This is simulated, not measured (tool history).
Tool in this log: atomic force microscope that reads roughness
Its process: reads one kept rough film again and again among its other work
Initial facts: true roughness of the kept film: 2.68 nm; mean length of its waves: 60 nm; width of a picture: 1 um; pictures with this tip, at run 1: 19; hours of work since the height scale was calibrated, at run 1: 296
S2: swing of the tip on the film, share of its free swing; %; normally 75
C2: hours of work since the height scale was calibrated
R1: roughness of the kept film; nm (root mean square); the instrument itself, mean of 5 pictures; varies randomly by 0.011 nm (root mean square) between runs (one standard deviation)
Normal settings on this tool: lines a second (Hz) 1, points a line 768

Run 1, hour 0: usual settings; pictures with this tip 19; C2 296. Result: R1 2.407 nm (root mean square).
Run 2, hour 20.7: usual settings; pictures with this tip 51; C2 310. Result: R1 2.359 nm (root mean square).
At hour 36.3: new tip fitted.
Run 3, hour 39.4: usual settings; pictures with this tip 4; C2 322. Result: R1 2.43 nm (root mean square).
Run 4, hour 53.8: usual settings but S2 71 %; pictures with this tip 27; C2 332. Result: R1 2.43 nm (root mean square).
Run 5, hour 80.7: usual settings but S2 63 %; pictures with this tip 69; C2 350. Result: R1 2.444 nm (root mean square).
At hour 85.3: new tip fitted.
Run 6, hour 94.4: usual settings but S2 63 %; pictures with this tip 14; C2 359. Result: R1 2.508 nm (root mean square).
Run 7, hour 115.8: usual settings; pictures with this tip 47; C2 373. Result: R1 2.356 nm (root mean square).
At hour 135.4: new tip fitted.
Run 8, hour 139: usual settings; pictures with this tip 6; C2 388. Result: R1 2.438 nm (root mean square).
Run 9, hour 162.1: usual settings; pictures with this tip 42; C2 404. Result: R1 2.381 nm (root mean square).
Run 10, hour 179.5: usual settings; pictures with this tip 69; C2 416. Result: R1 2.345 nm (root mean square).
At hour 183.7: new tip fitted.
Run 11, hour 192.1: usual settings but lines a second (Hz) 3.09; pictures with this tip 13; C2 424. Result: R1 2.091 nm (root mean square).
Run 12, hour 208.7: usual settings; pictures with this tip 39; C2 435. Result: R1 2.377 nm (root mean square).
Run 13, hour 224.3: usual settings; pictures with this tip 64; C2 445. Result: R1 2.339 nm (root mean square).
At hour 232.2: new tip fitted.
Run 14, hour 239.2: usual settings; pictures with this tip 11; C2 455. Result: R1 2.424 nm (root mean square).
Run 15, hour 265.7: usual settings but points a line 795; pictures with this tip 53; C2 473. Result: R1 2.378 nm (root mean square).
At hour 281: new tip fitted.
Run 16, hour 285.6: usual settings; pictures with this tip 7; C2 486. Result: R1 2.418 nm (root mean square).
Run 17, hour 304.8: usual settings but points a line 302; pictures with this tip 37; C2 499. Result: R1 2.394 nm (root mean square).
At hour 331.3: new tip fitted.
Run 18, hour 331.9: usual settings but points a line 510; pictures with this tip 1; C2 516. Result: R1 2.429 nm (root mean square).
Run 19, hour 346.2: usual settings but points a line 510; pictures with this tip 23; C2 526. Result: R1 2.392 nm (root mean square).
Run 20, hour 368.3: usual settings but points a line 510; pictures with this tip 58; C2 541. Result: R1 2.335 nm (root mean square).
At hour 380.9: new tip fitted.
Run 21, hour 395.8: usual settings; pictures with this tip 23; C2 559. Result: R1 2.404 nm (root mean square).
Run 22, hour 411.9: usual settings but S2 56 %; pictures with this tip 48; C2 570. Result: R1 2.504 nm (root mean square).
At hour 429.6: new tip fitted.
Run 23, hour 432: usual settings but S2 56 %; pictures with this tip 4; C2 583. Result: R1 2.578 nm (root mean square).
Run 24, hour 450.3: usual settings but points a line 356; pictures with this tip 33; C2 595. Result: R1 2.399 nm (root mean square).
Run 25, hour 463.3: usual settings but lines a second (Hz) 2.85, S2 78 %, points a line 822; pictures with this tip 53; C2 604. Result: R1 2.03 nm (root mean square).
At hour 478.5: new tip fitted.
Run 26, hour 486.6: usual settings but lines a second (Hz) 0.63, S2 84 %, points a line 822; pictures with this tip 13; C2 619. Result: R1 2.423 nm (root mean square).
Run 27, hour 510.4: usual settings but lines a second (Hz) 0.63, S2 79 %, points a line 502; pictures with this tip 50; C2 635. Result: R1 2.39 nm (root mean square).
At hour 528.3: new tip fitted.
Run 28, hour 528.8: usual settings but lines a second (Hz) 1.06, S2 56 %, points a line 392; pictures with this tip 0; C2 647. Result: R1 2.582 nm (root mean square).
Run 29, hour 544.3: usual settings but S2 65 %, points a line 946; pictures with this tip 25; C2 657. Result: R1 2.491 nm (root mean square).
Run 30, hour 558.9: usual settings but S2 65 %, points a line 946; pictures with this tip 48; C2 667. Result: R1 2.456 nm (root mean square).
Run 31, hour 570.1: usual settings but S2 65 %, points a line 946; pictures with this tip 65; C2 675. Result: R1 2.414 nm (root mean square).
At hour 577.7: new tip fitted.
Run 32, hour 584.5: usual settings but S2 65 %, points a line 946; pictures with this tip 11; C2 684. Result: R1 2.512 nm (root mean square).
Run 33, hour 601.6: usual settings but lines a second (Hz) 0.52; pictures with this tip 38; C2 696. Result: R1 2.458 nm (root mean square).
Run 34, hour 615.1: usual settings but lines a second (Hz) 2.77, S2 56 %, points a line 375; pictures with this tip 59; C2 705. Result: R1 2.357 nm (root mean square).
At hour 627.5: new tip fitted.
Run 35, hour 642: usual settings but lines a second (Hz) 1.64, S2 61 %, points a line 287; pictures with this tip 23; C2 722. Result: R1 2.45 nm (root mean square).
Run 36, hour 656.6: usual settings but lines a second (Hz) 1.26, S2 83 %, points a line 805; pictures with this tip 46; C2 732. Result: R1 2.222 nm (root mean square).
At hour 675.7: new tip fitted.
Run 37, hour 678.1: usual settings but lines a second (Hz) 1.13, S2 76 %, points a line 933; pictures with this tip 4; C2 746. Result: R1 2.408 nm (root mean square).
Run 38, hour 689.6: usual settings but S2 68 %; pictures with this tip 22; C2 754. Result: R1 2.486 nm (root mean square).
Run 39, hour 712.1: usual settings but S2 68 %; pictures with this tip 57; C2 769. Result: R1 2.427 nm (root mean square).
At hour 723.8: new tip fitted.
Run 40, hour 734: usual settings but S2 86 %; pictures with this tip 16; C2 783. Result: R1 2.29 nm (root mean square).
Run 41, hour 754.2: usual settings but S2 82 %; pictures with this tip 47; C2 797. Result: R1 2.31 nm (root mean square).
At hour 772.8: new tip fitted.
Run 42, hour 772.9: usual settings but lines a second (Hz) 0.78, S2 67 %, points a line 683; pictures with this tip 0; C2 809. Result: R1 2.533 nm (root mean square).
Run 43, hour 786.6: usual settings but lines a second (Hz) 3.43, S2 78 %, points a line 741; pictures with this tip 21; C2 818. Result: R1 1.974 nm (root mean square).
Run 44, hour 805.2: usual settings but lines a second (Hz) 3.43, S2 78 %, points a line 741; pictures with this tip 50; C2 831. Result: R1 1.934 nm (root mean square).
At hour 822.6: new tip fitted.
Run 45, hour 827.4: usual settings but lines a second (Hz) 3.43, S2 78 %, points a line 741; pictures with this tip 7; C2 845. Result: R1 1.99 nm (root mean square).
Run 46, hour 853.7: usual settings but S2 80 %; pictures with this tip 49; C2 863. Result: R1 2.334 nm (root mean square).
At hour 870.8: new tip fitted.
Run 47, hour 873.9: usual settings but lines a second (Hz) 2.48, S2 71 %, points a line 655; pictures with this tip 4; C2 876. Result: R1 2.276 nm (root mean square).
Run 48, hour 895.2: usual settings but lines a second (Hz) 2.48, S2 71 %, points a line 655; pictures with this tip 38; C2 890. Result: R1 2.213 nm (root mean square).

Some steps in R1, run to run, broken into two amounts with sign: the step expected even without the hidden condition (settings, incoming material, random variation), and the rest, left for the hidden condition together with whatever gauge scatter is not in both the measured and the hidden-condition-free result:
The tool's hidden condition here consists of: radius of the tip, nm; height scale over the true one, %; drift of the gauge itself on roughness_nm, %.
Run 5 -> 6: new tip fitted. R1 +0.064 nm (root mean square): hidden state +0.081, all else -0.017.
Run 10 -> 11: lines a second (Hz) 1 -> 3.09, new tip fitted. R1 -0.254 nm (root mean square): hidden state +0.084, all else -0.338.
Run 24 -> 25: lines a second (Hz) 1 -> 2.85, S2 75 -> 78, points a line 356 -> 822. R1 -0.369 nm (root mean square): hidden state -0.02, all else -0.349.
Run 25 -> 26: lines a second (Hz) 2.85 -> 0.63, S2 78 -> 84, new tip fitted. R1 +0.393 nm (root mean square): hidden state +0.042, all else +0.351.
Run 27 -> 28: lines a second (Hz) 0.63 -> 1.06, S2 79 -> 56, points a line 502 -> 392, new tip fitted. R1 +0.192 nm (root mean square): hidden state +0.082, all else +0.11.
Run 42 -> 43: lines a second (Hz) 0.78 -> 3.43, S2 67 -> 78, points a line 683 -> 741. R1 -0.559 nm (root mean square): hidden state -0.033, all else -0.526.
